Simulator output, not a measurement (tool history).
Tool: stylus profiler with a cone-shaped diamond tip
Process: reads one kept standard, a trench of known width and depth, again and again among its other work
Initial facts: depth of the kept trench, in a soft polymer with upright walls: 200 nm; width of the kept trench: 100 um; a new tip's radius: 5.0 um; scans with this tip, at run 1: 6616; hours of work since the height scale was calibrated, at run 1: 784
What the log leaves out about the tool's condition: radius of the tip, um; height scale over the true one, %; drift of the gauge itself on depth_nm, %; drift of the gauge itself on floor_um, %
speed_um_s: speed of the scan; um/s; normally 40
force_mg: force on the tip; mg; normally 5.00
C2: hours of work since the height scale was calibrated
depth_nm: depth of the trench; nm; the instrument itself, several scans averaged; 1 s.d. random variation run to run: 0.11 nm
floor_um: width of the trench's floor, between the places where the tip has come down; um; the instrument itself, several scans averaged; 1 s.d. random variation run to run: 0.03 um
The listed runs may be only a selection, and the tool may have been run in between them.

run 1 hour=0.0 | speed_um_s=40 force_mg=5.00 | scans_with_this_tip=6616 C2=784 | depth_nm=201.74 floor_um=96.52
run 2 hour=60.8 | speed_um_s=40 force_mg=5.00 | scans_with_this_tip=6842 C2=811 | depth_nm=201.70 floor_um=96.51
run 3 hour=98.1 | speed_um_s=40 force_mg=5.00 | scans_with_this_tip=6981 C2=827 | depth_nm=201.63 floor_um=96.53
run 4 hour=139.4 | speed_um_s=40 force_mg=5.00 | scans_with_this_tip=7135 C2=845 | depth_nm=201.81 floor_um=96.52
run 5 hour=214.1 | speed_um_s=107 force_mg=5.00 | scans_with_this_tip=7412 C2=878 | depth_nm=201.80 floor_um=96.31
run 6 hour=253.2 | speed_um_s=107 force_mg=5.00 | scans_with_this_tip=7558 C2=895 | depth_nm=201.76 floor_um=96.30
run 7 hour=312.8 | speed_um_s=40 force_mg=3.13 | scans_with_this_tip=7779 C2=922 | depth_nm=201.02 floor_um=96.39
run 8 hour=354.8 | speed_um_s=40 force_mg=3.13 | scans_with_this_tip=7935 C2=940 | depth_nm=200.84 floor_um=96.37
run 9 hour=410.8 | speed_um_s=40 force_mg=4.21 | scans_with_this_tip=8144 C2=965 | depth_nm=201.30 floor_um=96.35
-- hour=416.6 height scale calibrated on a step standard
run 10 hour=447.4 | speed_um_s=18 force_mg=9.55 | scans_with_this_tip=8278 C2=14 | depth_nm=202.41 floor_um=96.45
run 11 hour=525.4 | speed_um_s=18 force_mg=9.55 | scans_with_this_tip=8568 C2=48 | depth_nm=202.33 floor_um=96.45
run 12 hour=574.9 | speed_um_s=18 force_mg=3.68 | scans_with_this_tip=8752 C2=70 | depth_nm=200.64 floor_um=96.36
run 13 hour=648.2 | speed_um_s=70 force_mg=2.07 | scans_with_this_tip=9025 C2=102 | depth_nm=200.17 floor_um=96.18
run 14 hour=691.6 | speed_um_s=38 force_mg=5.95 | scans_with_this_tip=9186 C2=121 | depth_nm=201.34 floor_um=96.38
-- hour=719.6 height scale calibrated on a step standard, once more
run 15 hour=735.7 | speed_um_s=38 force_mg=5.95 | scans_with_this_tip=9348 C2=7 | depth_nm=202.57 floor_um=96.34
run 16 hour=780.5 | speed_um_s=48 force_mg=7.20 | scans_with_this_tip=9515 C2=27 | depth_nm=202.89 floor_um=96.28
run 17 hour=842.2 | speed_um_s=13 force_mg=4.40 | scans_with_this_tip=9744 C2=54 | depth_nm=202.12 floor_um=96.37
run 18 hour=891.5 | speed_um_s=13 force_mg=4.40 | scans_with_this_tip=9928 C2=76 | depth_nm=201.95 floor_um=96.31

Below, each run's measurement less what the same run would have read without the hidden state. Both values contain the same run-to-run variation, but the gauge's scatter may not be the same in both:
run=1 depth_nm=-0.57 floor_um=-0.59
run=2 depth_nm=-0.60 floor_um=-0.62
run=3 depth_nm=-0.60 floor_um=-0.63
run=4 depth_nm=-0.62 floor_um=-0.63
run=5 depth_nm=-0.64 floor_um=-0.66
run=6 depth_nm=-0.67 floor_um=-0.68
run=7 depth_nm=-0.69 floor_um=-0.69
run=8 depth_nm=-0.70 floor_um=-0.70
run=9 depth_nm=-0.72 floor_um=-0.71
run=10 depth_nm=-1.09 floor_um=-0.72
run=11 depth_nm=-1.12 floor_um=-0.75
run=12 depth_nm=-1.13 floor_um=-0.77
run=13 depth_nm=-1.15 floor_um=-0.78
run=14 depth_nm=-1.17 floor_um=-0.80
run=15 depth_nm=+0.00 floor_um=-0.81
run=16 depth_nm=-0.02 floor_um=-0.82
run=17 depth_nm=-0.04 floor_um=-0.85
run=18 depth_nm=-0.05 floor_um=-0.86

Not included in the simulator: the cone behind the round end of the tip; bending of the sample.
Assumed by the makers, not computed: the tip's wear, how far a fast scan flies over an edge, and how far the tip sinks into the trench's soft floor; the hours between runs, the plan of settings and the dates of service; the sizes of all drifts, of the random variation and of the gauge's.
